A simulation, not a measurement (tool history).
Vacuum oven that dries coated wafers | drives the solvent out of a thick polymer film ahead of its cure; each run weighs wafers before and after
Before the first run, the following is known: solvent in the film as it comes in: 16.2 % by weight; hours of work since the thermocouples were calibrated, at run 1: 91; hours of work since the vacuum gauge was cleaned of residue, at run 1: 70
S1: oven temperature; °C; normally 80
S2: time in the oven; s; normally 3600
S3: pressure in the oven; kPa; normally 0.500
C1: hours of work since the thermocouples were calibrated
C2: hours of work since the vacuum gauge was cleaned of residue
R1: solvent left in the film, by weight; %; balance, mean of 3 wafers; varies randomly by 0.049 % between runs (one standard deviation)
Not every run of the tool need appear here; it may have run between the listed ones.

| run | day | S1 | S2 | S3 | C1 | C2 | R1 |
|---|---|---|---|---|---|---|---|
| 1 | 0.000 | 80 | 3600 | 0.500 | 91 | 70 | 0.70 |
| 2 | 0.421 | 80 | 3600 | 0.500 | 97 | 75 | 0.64 |
| 3 | 1.017 | 84 | 3600 | 0.500 | 105 | 83 | 0.33 |
| 4 | 1.312 | 84 | 3600 | 0.500 | 109 | 87 | 0.28 |
| 5 | 1.962 | 75 | 3600 | 0.500 | 117 | 96 | 1.41 |
| 6 | 2.279 | 75 | 3600 | 0.500 | 121 | 100 | 1.38 |
| 7 | 2.738 | 75 | 3600 | 0.500 | 127 | 106 | 1.41 |
| 8 | 3.121 | 75 | 3600 | 0.500 | 132 | 111 | 1.37 |
| 9 | 3.546 | 75 | 3600 | 0.500 | 138 | 116 | 1.31 |
| 10 | 4.167 | 80 | 3600 | 0.500 | 146 | 125 | 0.65 |
| 11 | 4.733 | 80 | 3600 | 0.500 | 154 | 132 | 0.74 |
| 12 | 5.304 | 80 | 3600 | 0.500 | 161 | 139 | 0.68 |
| 13 | 5.808 | 80 | 3600 | 0.500 | 168 | 146 | 0.75 |
| 14 | 6.400 | 80 | 3600 | 0.500 | 176 | 154 | 0.70 |
| 15 | 6.746 | 80 | 3600 | 0.500 | 180 | 158 | 0.75 |
| 16 | 7.254 | 80 | 3600 | 0.500 | 187 | 165 | 0.62 |
| 17 | 7.725 | 93 | 3600 | 0.500 | 193 | 171 | 0.17 |
| 18 | 8.129 | 93 | 3600 | 0.500 | 198 | 177 | 0.17 |
| 19 | 8.504 | 93 | 3600 | 0.500 | 203 | 182 | 0.08 |
| 20 | 8.892 | 93 | 3600 | 0.500 | 208 | 187 | 0.15 |
| 21 | 9.204 | 93 | 3600 | 0.500 | 213 | 191 | 0.17 |
| 22 | 9.862 | 93 | 3600 | 0.500 | 221 | 199 | 0.10 |
| 23 | 10.242 | 93 | 3600 | 0.500 | 226 | 204 | 0.18 |
| 24 | 10.646 | 80 | 2760 | 0.500 | 231 | 210 | 1.30 |
|  | 10.771 | oven's thermocouples calibrated |
| 25 | 11.233 | 80 | 2760 | 0.500 | 6 | 216 | 1.36 |
| 26 | 11.567 | 80 | 2760 | 0.406 | 10 | 221 | 1.42 |
| 27 | 11.912 | 73 | 2760 | 0.500 | 15 | 225 | 3.02 |
| 28 | 12.529 | 80 | 4860 | 0.500 | 23 | 233 | 0.37 |
| 29 | 12.871 | 76 | 1920 | 1.200 | 28 | 238 | 3.98 |
| 30 | 13.288 | 76 | 1920 | 1.200 | 33 | 243 | 3.92 |
| 31 | 13.583 | 86 | 2280 | 0.500 | 37 | 247 | 0.96 |
| 32 | 13.858 | 80 | 3600 | 0.730 | 41 | 251 | 0.85 |
|  | 14.117 | oven's thermocouples calibrated, once more |
| 33 | 14.600 | 91 | 3600 | 1.806 | 6 | 260 | 0.46 |
| 34 | 14.925 | 86 | 5160 | 0.298 | 11 | 264 | 0.10 |
| 35 | 15.283 | 91 | 1980 | 0.521 | 15 | 269 | 0.48 |
| 36 | 15.662 | 91 | 1980 | 0.521 | 20 | 274 | 0.41 |
| 37 | 16.046 | 91 | 1980 | 0.521 | 25 | 279 | 0.58 |
| 38 | 16.683 | 90 | 1860 | 0.430 | 34 | 287 | 0.78 |
| 39 | 17.238 | 72 | 3840 | 1.021 | 41 | 294 | 1.90 |
| 40 | 17.692 | 72 | 3840 | 1.021 | 47 | 300 | 2.09 |
| 41 | 18.158 | 80 | 3600 | 0.257 | 53 | 306 | 0.64 |
| 42 | 18.483 | 82 | 3600 | 0.500 | 57 | 311 | 0.54 |
| 43 | 19.083 | 80 | 2640 | 0.582 | 65 | 319 | 1.30 |
| 44 | 19.725 | 80 | 1920 | 0.582 | 74 | 327 | 2.56 |
| 45 | 20.104 | 89 | 1920 | 0.574 | 79 | 332 | 0.75 |
| 46 | 20.554 | 91 | 3600 | 0.295 | 85 | 338 | 0.07 |

Measured minus without-hidden-state, run by run (identical run-to-run variation in each term; gauge scatter may differ):
Unlogged tool condition in this case: true wafer temperature over the reading, C; true pressure over the reading, kPa; drift of the gauge itself on solvent_pct, %.
| run | R1 |
|---|---|
| 1 | +0.04 |
| 2 | +0.04 |
| 3 | +0.03 |
| 4 | +0.03 |
| 5 | +0.09 |
| 6 | +0.09 |
| 7 | +0.10 |
| 8 | +0.10 |
| 9 | +0.10 |
| 10 | +0.06 |
| 11 | +0.06 |
| 12 | +0.06 |
| 13 | +0.06 |
| 14 | +0.07 |
| 15 | +0.07 |
| 16 | +0.07 |
| 17 | +0.01 |
| 18 | +0.01 |
| 19 | +0.01 |
| 20 | +0.01 |
| 21 | +0.02 |
| 22 | +0.02 |
| 23 | +0.01 |
| 24 | +0.13 |
| 25 | +0.22 |
| 26 | +0.23 |
| 27 | +0.35 |
| 28 | +0.08 |
| 29 | +0.39 |
| 30 | +0.39 |
| 31 | +0.17 |
| 32 | +0.16 |
| 33 | +0.02 |
| 34 | +0.01 |
| 35 | +0.03 |
| 36 | +0.03 |
| 37 | +0.04 |
| 38 | +0.04 |
| 39 | +0.09 |
| 40 | +0.10 |
| 41 | +0.06 |
| 42 | +0.04 |
| 43 | +0.08 |
| 44 | +0.11 |
| 45 | +0.06 |
| 46 | +0.02 |

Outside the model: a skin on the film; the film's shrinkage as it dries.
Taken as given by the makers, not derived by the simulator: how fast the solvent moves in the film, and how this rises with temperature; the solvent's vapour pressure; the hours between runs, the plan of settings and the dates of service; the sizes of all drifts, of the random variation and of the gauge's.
